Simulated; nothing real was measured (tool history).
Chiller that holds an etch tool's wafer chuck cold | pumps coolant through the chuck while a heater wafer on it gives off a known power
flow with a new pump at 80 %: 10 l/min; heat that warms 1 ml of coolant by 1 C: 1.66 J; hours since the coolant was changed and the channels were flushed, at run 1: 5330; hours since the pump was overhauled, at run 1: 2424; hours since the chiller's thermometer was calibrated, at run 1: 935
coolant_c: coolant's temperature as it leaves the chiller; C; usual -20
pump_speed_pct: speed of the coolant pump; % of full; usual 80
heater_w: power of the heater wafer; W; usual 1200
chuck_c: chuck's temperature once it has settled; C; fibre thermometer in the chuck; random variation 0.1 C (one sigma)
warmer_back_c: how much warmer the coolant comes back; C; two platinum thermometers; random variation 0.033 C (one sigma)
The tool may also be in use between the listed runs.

run	hour	coolant_c	pump_speed_pct	heater_w	hours since the coolant was changed and the channels were flushed	hours since the pump was overhauled	hours since the chiller's thermometer was calibrated	chuck_c	warmer_back_c
1	0.0	-20	80	1200	5330	2424	935	-10.1	4.38
2	50.1	-20	80	1200	5380	2474	985	-10.0	4.40
3	84.0	-20	80	1200	5414	2508	1019	-10.0	4.34
4	139.7	-20	80	854	5470	2564	1075	-12.9	3.06
5	173.0	-20	80	1003	5503	2597	1108	-11.6	3.60
6	220.6	-20	80	1785	5551	2645	1156	-5.2	6.42
7	271.0	-20	80	1785	5601	2695	1206	-5.2	6.42
8	305.2	-20	80	1785	5635	2730	1240	-5.3	6.41
9	361.2	-20	80	1200	5691	2785	1296	-10.0	4.30
10	416.2	-20	80	1200	5746	2840	1351	-10.2	4.33
11	445.0	-20	80	1200	5775	2869	1380	-10.0	4.24
12	479.2	-28	80	1200	5809	2904	1414	-18.1	4.23
13	513.1	-29	80	1670	5843	2937	1448	-15.1	5.95
14	557.8	-24	82	918	5888	2982	1493	-16.4	3.16
15	609.8	-28	81	1299	5940	3034	1545	-17.3	4.51
16	673.1	-17	62	1405	6003	3097	1608	-3.2	6.47
17	725.2	-17	62	1405	6055	3150	1660	-3.2	6.51
18	789.8	-28	96	1405	6120	3214	1725	-17.5	4.13
19	827.4	-17	96	1405	6157	3252	1763	-6.7	4.15
20	858.0	-17	96	1405	6188	3282	1793	-6.7	4.12
21	887.4	-11	84	1277	6217	3312	1823	-0.7	4.29
22	933.2	-11	84	1456	6263	3358	1868	0.8	4.89
23	976.6	-20	61	625	6307	3401	1912	-13.8	2.85

Forecast each of these 4 alternatives for the next run:
# hour 987.5: coolant changed, channels flushed
A	1033.9	-22	78	625	46	3452	1963	?	?
# hour 987.5: coolant changed, channels flushed
B	1033.9	-20	79	625	46	3452	1963	?	?
# hour 987.5: coolant changed, channels flushed
C	1033.9	-17	92	915	46	3452	1963	?	?
# hour 987.5: coolant changed, channels flushed
D	1033.9	-12	98	1065	46	3452	1963	?	?

run	chuck_c	warmer_back_c
A	-16.7	2.18
B	-14.6	2.11
C	-10.1	2.74
D	-4.3	3.02
Without the tool's hidden state the same runs would have given:
run	chuck_c	warmer_back_c
A	-16.7	2.32
B	-14.6	2.25
C	-10.1	2.88
D	-4.3	3.17
